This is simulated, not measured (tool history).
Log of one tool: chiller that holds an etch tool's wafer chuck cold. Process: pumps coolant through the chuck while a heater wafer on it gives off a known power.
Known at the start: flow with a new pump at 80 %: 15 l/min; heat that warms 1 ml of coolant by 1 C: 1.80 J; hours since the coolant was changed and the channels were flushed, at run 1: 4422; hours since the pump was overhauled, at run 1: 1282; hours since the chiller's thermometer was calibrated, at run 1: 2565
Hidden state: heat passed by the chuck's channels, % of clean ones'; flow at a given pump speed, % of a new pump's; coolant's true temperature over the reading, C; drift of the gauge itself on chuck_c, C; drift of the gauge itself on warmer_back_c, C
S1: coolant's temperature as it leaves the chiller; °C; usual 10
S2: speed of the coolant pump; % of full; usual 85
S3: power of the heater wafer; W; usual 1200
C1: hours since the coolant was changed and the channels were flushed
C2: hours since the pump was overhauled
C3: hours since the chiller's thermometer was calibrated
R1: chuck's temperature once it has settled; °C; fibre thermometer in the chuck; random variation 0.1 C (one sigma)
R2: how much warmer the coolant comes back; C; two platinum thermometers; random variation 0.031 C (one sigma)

Run 1, hour 0: usual settings; C1 4422; C2 1282; C3 2565. Result: R1 18.8 °C, R2 2.48 C.
At hour 46.9: chiller's thermometer calibrated.
Run 2, hour 102: usual settings; C1 4523; C2 1383; C3 55. Result: R1 18.6 °C, R2 2.52 C.
Run 3, hour 155.6: usual settings; C1 4576; C2 1437; C3 109. Result: R1 18.9 °C, R2 2.53 C.
Run 4, hour 211.5: usual settings; C1 4632; C2 1492; C3 165. Result: R1 18.8 °C, R2 2.51 C.
Run 5, hour 283.7: usual settings but S2 82 % of full; C1 4704; C2 1565; C3 237. Result: R1 19.1 °C, R2 2.6 C.
Run 6, hour 338.6: usual settings; C1 4759; C2 1620; C3 292. Result: R1 18.9 °C, R2 2.5 C.
Run 7, hour 456: usual settings but S2 84 % of full; C1 4877; C2 1737; C3 409. Result: R1 19.1 °C, R2 2.5 C.
Run 8, hour 528.6: usual settings but S2 84 % of full; C1 4949; C2 1809; C3 482. Result: R1 18.8 °C, R2 2.51 C.
Run 9, hour 634.9: usual settings but S3 1385 W; C1 5056; C2 1916; C3 588. Result: R1 20 °C, R2 2.89 C.
Run 10, hour 729.2: usual settings but S3 1385 W; C1 5150; C2 2010; C3 682. Result: R1 20.2 °C, R2 2.95 C.
Run 11, hour 828.8: usual settings but S2 70 % of full, S3 1750 W; C1 5250; C2 2110; C3 782. Result: R1 24.5 °C, R2 4.42 C.
Run 12, hour 901.8: usual settings but S2 70 % of full, S3 1768 W; C1 5323; C2 2183; C3 855. Result: R1 24.8 °C, R2 4.47 C.
Run 13, hour 977.4: usual settings but S2 70 % of full, S3 1768 W; C1 5398; C2 2258; C3 931. Result: R1 24.7 °C, R2 4.55 C.
Run 14, hour 1076.7: usual settings but S1 5 °C, S2 92 % of full; C1 5497; C2 2358; C3 1030. Result: R1 13.4 °C, R2 2.33 C.
Run 15, hour 1176.5: usual settings but S1 14 °C; C1 5597; C2 2457; C3 1130. Result: R1 22.7 °C, R2 2.54 C.
Run 16, hour 1277.1: usual settings but S1 1 °C, S2 82 % of full, S3 609 W; C1 5698; C2 2558; C3 1230. Result: R1 5.4 °C, R2 1.38 C.
Run 17, hour 1384.4: usual settings but S2 61 % of full, S3 1567 W; C1 5805; C2 2665; C3 1338. Result: R1 24.3 °C, R2 4.49 C.

How the hidden state differs across the entries between the runs, from the last listed run before each to the first after it:
Between runs 1 and 2: chiller's thermometer calibrated (hour 46.9)
  no hidden state differs between the two runs
